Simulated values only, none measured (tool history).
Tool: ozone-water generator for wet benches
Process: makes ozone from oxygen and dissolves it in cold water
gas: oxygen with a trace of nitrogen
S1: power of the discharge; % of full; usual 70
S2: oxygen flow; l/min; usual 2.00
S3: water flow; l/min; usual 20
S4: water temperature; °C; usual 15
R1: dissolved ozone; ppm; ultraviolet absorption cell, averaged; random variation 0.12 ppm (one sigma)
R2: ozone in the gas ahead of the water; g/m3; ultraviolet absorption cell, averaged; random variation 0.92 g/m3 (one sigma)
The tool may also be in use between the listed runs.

run,hour,S1,S2,S3,S4,R1,R2
1,0.0,70,2.00,20,15,7.9,131.6
2,72.9,70,2.00,20,15,8.0,132.6
3,184.7,50,2.00,20,15,6.1,102.3
4,241.3,70,2.00,20,15,7.7,131.5
5,306.6,70,2.00,20,15,7.9,129.6
6,409.8,70,2.00,20,7,8.2,129.2
7,513.5,70,2.00,20,15,7.6,127.6
8,599.6,70,2.00,20,15,7.7,128.2
9,650.1,70,2.00,20,15,7.7,128.1
10,749.9,70,2.00,20,15,7.7,127.8
11,823.1,70,2.00,20,15,7.6,126.2
12,905.0,70,2.00,20,15,7.7,127.5
13,962.8,70,2.00,20,15,7.3,127.3
14,1032.6,70,2.00,20,15,7.5,126.1
15,1118.0,70,2.00,20,15,7.5,125.6
# hour 1192.5: contactor cleaned
16,1193.3,70,2.00,25,15,6.3,124.5
17,1287.9,70,2.00,20,15,7.6,125.1
18,1366.6,99,2.00,32,15,6.2,156.9
19,1471.8,99,2.00,32,15,6.1,157.6
20,1559.8,70,3.22,14,8,11.2,90.1
21,1640.6,70,3.22,14,8,11.2,91.2
22,1738.6,70,3.22,14,8,11.1,91.0
23,1833.9,55,3.22,29,8,5.0,75.5
# hour 1843.0: water thermometer calibrated
24,1929.7,94,1.30,20,19,8.2,194.3
25,1990.5,70,2.00,20,14,7.3,120.8
26,2067.6,70,2.00,20,14,7.1,120.1
27,2131.3,59,2.00,17,18,7.0,106.2
# hour 2170.1: water thermometer calibrated, once more
28,2233.7,70,1.99,20,15,7.1,118.6
29,2347.2,71,1.01,20,23,6.0,182.6
30,2403.7,71,1.01,20,20,6.2,182.6
31,2513.9,42,2.63,19,10,5.5,69.0
32,2626.7,70,2.00,20,8,7.4,115.5
33,2684.1,70,2.63,19,12,7.5,96.6
34,2771.0,82,2.00,23,17,6.6,129.1

3 ways to go on from here, each from the tool as it stands after run 34. What would each give?
A,2868.1,99,2.65,23,15,?,?
B,2868.1,40,2.33,14,17,?,?
C,2868.1,57,2.00,23,17,?,?

run,R1,R2
A,8.0,121.0
B,6.4,71.7
C,5.3,97.7
Without the tool's hidden state the same runs would have given:
run,R1,R2
A,12.0,178.5
B,7.8,85.1
C,7.0,126.7

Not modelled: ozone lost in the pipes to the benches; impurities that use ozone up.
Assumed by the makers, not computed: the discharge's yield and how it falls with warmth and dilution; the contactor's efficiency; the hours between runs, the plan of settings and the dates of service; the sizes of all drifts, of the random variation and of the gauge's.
